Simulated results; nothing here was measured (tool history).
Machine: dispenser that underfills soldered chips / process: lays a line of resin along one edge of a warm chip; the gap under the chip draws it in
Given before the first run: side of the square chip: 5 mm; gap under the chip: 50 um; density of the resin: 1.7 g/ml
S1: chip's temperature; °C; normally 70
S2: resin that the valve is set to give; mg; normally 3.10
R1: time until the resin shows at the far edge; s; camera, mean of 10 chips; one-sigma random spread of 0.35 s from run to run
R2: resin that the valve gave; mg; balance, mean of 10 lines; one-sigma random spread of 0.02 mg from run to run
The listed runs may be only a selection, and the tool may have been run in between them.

| run | day | S1 | S2 | R1 | R2 |
|---|---|---|---|---|---|
| 1 | 0.000 | 70 | 3.10 | 34.9 | 3.01 |
| 2 | 0.283 | 70 | 3.10 | 52.3 | 3.00 |
|  | 0.317 | new syringe of resin |
| 3 | 0.483 | 60 | 3.10 | 35.5 | 3.01 |
| 4 | 0.733 | 70 | 2.90 | 34.7 | 2.81 |
| 5 | 0.992 | 70 | 3.10 | 47.7 | 2.97 |
|  | 1.092 | new syringe of resin |
| 6 | 1.254 | 70 | 3.10 | 24.1 | 2.97 |
| 7 | 1.612 | 70 | 3.10 | 39.4 | 2.97 |
| 8 | 1.825 | 70 | 3.10 | 52.4 | 2.93 |
|  | 1.862 | new syringe of resin |
| 9 | 2.196 | 70 | 3.10 | 31.2 | 2.96 |
| 10 | 2.408 | 70 | 3.10 | 40.1 | 2.95 |
|  | 2.625 | new syringe of resin |
| 11 | 2.675 | 70 | 3.10 | 21.6 | 2.97 |
| 12 | 2.962 | 70 | 3.10 | 31.5 | 2.93 |
| 13 | 3.242 | 70 | 3.10 | 44.7 | 2.93 |
|  | 3.383 | new syringe of resin |
| 14 | 3.446 | 70 | 3.10 | 21.1 | 2.93 |
| 15 | 3.779 | 70 | 3.01 | 33.5 | 2.81 |
| 16 | 4.029 | 76 | 3.10 | 37.5 | 2.88 |
|  | 4.158 | new syringe of resin |
| 17 | 4.304 | 63 | 2.74 | 32.5 | 2.55 |
| 18 | 4.596 | 80 | 3.92 | 22.8 | 3.64 |
| 19 | 4.858 | 62 | 3.20 | 66.6 | 2.96 |
|  | 4.921 | new syringe of resin |
| 20 | 5.246 | 62 | 3.20 | 41.8 | 2.96 |
| 21 | 5.454 | 71 | 3.52 | 38.9 | 3.22 |
| 22 | 5.629 | 84 | 3.52 | 30.8 | 3.19 |
|  | 5.688 | new syringe of resin |
| 23 | 5.917 | 72 | 3.89 | 24.1 | 3.56 |

Branching from run 23: 4 alternative next runs. What would each branch give?
| A | 6.271 | 70 | 2.97 | ? | ? |
| B | 6.271 | 58 | 3.89 | ? | ? |
| C | 6.271 | 75 | 3.01 | ? | ? |
| D | 6.271 | 69 | 3.56 | ? | ? |

| run | R1 | R2 |
|---|---|---|
| A | 43.9 | 2.70 |
| B | 65.9 | 3.55 |
| C | 36.3 | 2.72 |
| D | 43.6 | 3.24 |
With no hidden state in the tool, these same runs would have given:
| run | R1 | R2 |
|---|---|---|
| A | 19.1 | 2.96 |
| B | 29.0 | 3.90 |
| C | 15.8 | 2.99 |
| D | 19.2 | 3.55 |

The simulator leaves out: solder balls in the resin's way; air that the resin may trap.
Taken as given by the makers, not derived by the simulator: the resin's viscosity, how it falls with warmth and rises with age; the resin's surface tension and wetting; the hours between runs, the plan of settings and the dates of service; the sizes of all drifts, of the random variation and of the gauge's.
